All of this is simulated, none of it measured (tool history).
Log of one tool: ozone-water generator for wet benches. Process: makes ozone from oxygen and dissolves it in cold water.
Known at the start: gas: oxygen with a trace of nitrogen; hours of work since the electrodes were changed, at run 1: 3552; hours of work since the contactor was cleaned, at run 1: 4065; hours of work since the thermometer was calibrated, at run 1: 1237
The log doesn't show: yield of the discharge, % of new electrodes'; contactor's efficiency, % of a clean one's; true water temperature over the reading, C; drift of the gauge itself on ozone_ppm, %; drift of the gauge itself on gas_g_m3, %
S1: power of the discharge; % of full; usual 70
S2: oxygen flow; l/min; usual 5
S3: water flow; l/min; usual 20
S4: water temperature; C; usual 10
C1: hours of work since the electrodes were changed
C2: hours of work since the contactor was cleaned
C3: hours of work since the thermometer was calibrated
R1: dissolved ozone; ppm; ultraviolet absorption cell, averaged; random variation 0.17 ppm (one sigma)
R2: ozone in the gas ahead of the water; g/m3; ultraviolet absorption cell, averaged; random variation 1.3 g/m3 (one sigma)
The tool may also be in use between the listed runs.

run,day,S1,S2,S3,S4,C1,C2,C3,R1,R2
1,0,70,5,20,10,3552,4065,1237,22.3,241
2,3.629,77,5,20,10,3616,4129,1301,23.9,253.6
3,7.967,70,5,20,8,3693,4206,1378,22.6,237.9
4,12.183,70,5,20,8,3768,4280,1452,22.7,242.4
5,18.658,70,5,20,8,3882,4395,1567,22.7,242.5
6,25.367,70,5,20,8,4001,4513,1685,23,242.3
# day 30.921: contactor cleaned
7,32.479,70,5,20,8,4123,28,1808,22.9,241.6
8,37.462,70,5,20,8,4211,116,1896,23,248.4
9,44.212,70,5,23,10,4331,235,2016,19.2,244.6
10,51.375,70,5,23,10,4457,362,2142,19,246.3
11,54.488,70,8.05,20,10,4512,417,2197,21.1,180.7
12,58.496,70,5,20,10,4583,487,2268,22.2,245.9
# day 62.721: gauge calibrated
13,64.262,70,5,20,10,4685,589,2370,22.2,241.2
14,68.633,70,5,20,7,4763,667,2447,23.3,240.6
15,72.571,70,5,26,10,4832,736,2517,16.7,241.3
16,76.679,70,5,20,10,4905,809,2589,22.4,242.9
17,81.933,70,5,20,10,4998,902,2682,22.3,244.6
18,88.475,70,2.58,20,9,5113,1017,2798,22.3,378.6
19,93.871,70,6.4,20,9,5209,1113,2893,22,207
20,100.438,58,5,14,10,5325,1229,3010,28.1,217.1
21,103.812,58,5,14,10,5384,1289,3069,28.1,216.9
22,108.225,58,4.22,16,11,5462,1367,3147,24.5,244.2
23,113.967,85,4.22,16,11,5564,1468,3249,31.4,307.6
24,117.804,85,4.22,16,11,5632,1536,3316,31.1,310.8

Forecast run 25:
25,122.117,80,7.72,15,11,5708,1612,3393,?,?

{"run 25": {"R1": 29.3, "R2": 203.8}}
Without the tool's hidden state the same run would have given R1 29.4 ppm, R2 198.7 g/m3.
